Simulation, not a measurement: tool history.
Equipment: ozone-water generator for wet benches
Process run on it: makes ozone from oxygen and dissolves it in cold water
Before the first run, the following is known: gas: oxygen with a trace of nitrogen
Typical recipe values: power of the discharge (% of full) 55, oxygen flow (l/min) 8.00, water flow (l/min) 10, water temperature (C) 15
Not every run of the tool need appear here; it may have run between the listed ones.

run,day,power of the discharge (% of full),oxygen flow (l/min),water flow (l/min),water temperature (C),dissolved ozone (ppm),ozone in the gas ahead of the water (g/m3)
1,0.000,55,8.00,10,15,17.6,131.4
2,1.792,55,8.00,10,15,17.8,133.6
3,3.412,55,8.00,10,15,18.0,133.0
4,7.179,55,8.00,10,19,16.2,131.9
5,10.717,55,8.00,10,19,16.4,131.5
6,14.167,55,8.00,6,15,25.6,131.9
7,16.738,55,8.00,6,15,25.4,131.2
8,19.638,65,8.00,10,15,19.5,144.5
9,21.479,65,8.00,10,15,19.5,144.1
10,23.483,65,8.00,10,15,19.7,144.7
11,25.258,65,8.00,10,16,19.3,143.8
12,27.279,55,8.00,10,14,18.2,129.2
13,30.850,55,8.00,10,15,17.8,128.7
14,33.067,55,8.00,10,15,18.0,129.5
15,34.700,55,8.00,13,15,14.2,128.9
16,37.346,55,8.00,10,15,17.8,129.8
17,39.738,55,8.00,10,22,15.2,129.6
18,42.229,55,8.00,10,22,15.2,128.5
19,44.883,48,13.56,12,22,10.2,89.2
# day 45.762: gauge calibrated
# day 45.929: contactor cleaned
20,46.971,87,13.56,12,22,14.5,130.3
21,48.779,87,13.56,12,22,14.7,130.1
22,51.254,47,13.56,12,10,13.7,89.8
23,52.979,46,5.61,10,15,17.2,142.7
24,56.242,55,11.97,11,13,15.5,104.9
25,58.117,55,10.49,11,7,18.5,113.0
26,59.829,55,10.49,11,7,18.5,113.4
27,62.192,55,10.49,11,7,18.5,113.6
28,64.867,55,10.49,11,7,18.2,112.2
29,68.008,55,10.49,11,7,18.2,111.7
30,69.567,68,4.03,11,8,22.8,215.5
31,73.229,67,8.82,15,15,13.6,139.1
32,74.962,67,8.82,15,15,13.7,139.4

Consider 4 possible next runs. They are alternatives, not a sequence: every one starts from the tool as it was left by run 32. What does each give?
A,78.592,52,4.15,15,7,?,?
B,78.592,87,9.14,11,15,?,?
C,78.592,67,8.82,15,9,?,?
D,78.592,55,8.00,15,8,?,?

run,dissolved ozone (ppm),ozone in the gas ahead of the water (g/m3)
A,13.7,181.2
B,20.8,159.1
C,15.3,139.6
D,13.9,129.2
Had the tool no hidden state, the same runs would have come out as:
run,dissolved ozone (ppm),ozone in the gas ahead of the water (g/m3)
A,13.8,185.2
B,20.9,162.7
C,15.4,142.6
D,14.0,132.1
